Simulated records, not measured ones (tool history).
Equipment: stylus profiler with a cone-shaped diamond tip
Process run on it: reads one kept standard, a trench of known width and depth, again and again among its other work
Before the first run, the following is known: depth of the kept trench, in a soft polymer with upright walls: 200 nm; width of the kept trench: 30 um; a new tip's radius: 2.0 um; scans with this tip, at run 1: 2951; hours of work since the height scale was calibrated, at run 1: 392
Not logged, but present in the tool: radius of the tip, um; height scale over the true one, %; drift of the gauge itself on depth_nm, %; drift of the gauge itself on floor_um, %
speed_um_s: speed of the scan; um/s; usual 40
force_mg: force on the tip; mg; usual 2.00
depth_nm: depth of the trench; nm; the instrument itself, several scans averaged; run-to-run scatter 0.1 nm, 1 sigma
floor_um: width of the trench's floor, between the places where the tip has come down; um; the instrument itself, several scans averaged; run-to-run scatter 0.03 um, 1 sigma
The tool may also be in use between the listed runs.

run,hour,speed_um_s,force_mg,scans with this tip,hours of work since the height scale was calibrated,depth_nm,floor_um
1,0.0,40,2.00,2951,392,201.01,27.93
2,16.2,40,2.00,3005,400,201.11,28.01
3,34.9,40,2.00,3066,408,201.14,27.98
4,62.6,40,1.76,3158,420,200.67,27.92
5,76.6,83,1.76,3204,426,200.83,27.72
6,93.8,83,1.76,3261,434,200.98,27.69
7,122.0,83,1.76,3354,446,200.85,27.74
8,154.5,83,1.76,3461,460,200.95,27.69
9,187.0,83,1.76,3569,475,200.87,27.69
10,210.1,83,1.76,3645,485,200.91,27.76
11,227.5,83,1.76,3703,492,200.87,27.66
12,259.2,83,1.76,3808,506,200.78,27.69
13,283.8,83,1.76,3889,517,200.66,27.68
14,309.1,40,2.00,3972,528,201.12,27.93
15,324.3,40,2.00,4023,535,201.12,27.97
16,354.9,54,2.00,4124,548,201.06,27.86
17,385.1,54,2.00,4223,562,200.99,27.90
18,398.3,54,2.00,4267,567,200.86,27.84
19,429.1,54,2.00,4369,581,200.88,27.90
20,448.2,54,2.00,4432,589,200.88,27.82
21,474.6,27,2.00,4519,601,200.81,28.02
22,491.6,40,1.08,4575,608,200.33,27.86
23,509.4,34,0.69,4634,616,199.99,27.82
24,532.2,59,1.49,4709,626,200.58,27.77
25,559.9,59,2.00,4801,638,200.70,27.85
26,574.0,27,2.85,4847,645,201.41,28.02
27,606.1,34,1.21,4954,659,200.40,27.90
28,624.9,34,1.21,5016,667,200.48,27.89
# hour 628.1: height scale calibrated on a step standard
29,644.8,12,0.77,5080,7,200.02,28.01
30,671.4,12,0.77,5168,19,199.92,28.00
31,696.1,25,0.77,5249,30,199.92,27.92
32,723.8,23,1.41,5341,42,200.22,27.93
# hour 735.8: height scale calibrated on a step standard, once more
33,752.1,23,1.41,5433,7,201.22,27.94
34,784.7,32,3.34,5541,21,201.90,27.95
35,802.6,73,0.73,5600,29,200.69,27.46
36,817.2,73,0.73,5648,36,200.78,27.53
37,836.2,73,0.73,5710,44,200.40,27.44
38,861.4,51,3.52,5794,55,202.11,27.88
39,892.1,11,2.95,5895,69,201.63,28.04
40,922.3,11,2.95,5995,82,201.93,28.04
41,936.0,46,0.83,6040,88,200.72,27.75
42,949.5,62,0.72,6085,94,200.64,27.56
43,966.2,62,0.72,6140,101,200.55,27.53
44,980.7,40,1.70,6188,108,201.06,27.83

How the hidden state differs across the entries between the runs, from the last listed run before each to the first after it:
From run 28 to run 29: height scale calibrated on a step standard (hour 628.1)
  radius of the tip, um: 2.3 -> 2.31; height scale over the true one, %: -0.299 -> -0.382
  the result without the hidden state subtracted from the measured one, depth_nm: -0.60 -> -0.77 nm; floor_um: -0.13 -> -0.14 um
From run 32 to run 33: height scale calibrated on a step standard, once more (hour 735.8)
  height scale over the true one, %: -0.396 -> -0.025
  the result without the hidden state subtracted from the measured one, depth_nm: -0.80 -> -0.05 nm; floor_um: -0.14 -> -0.15 um
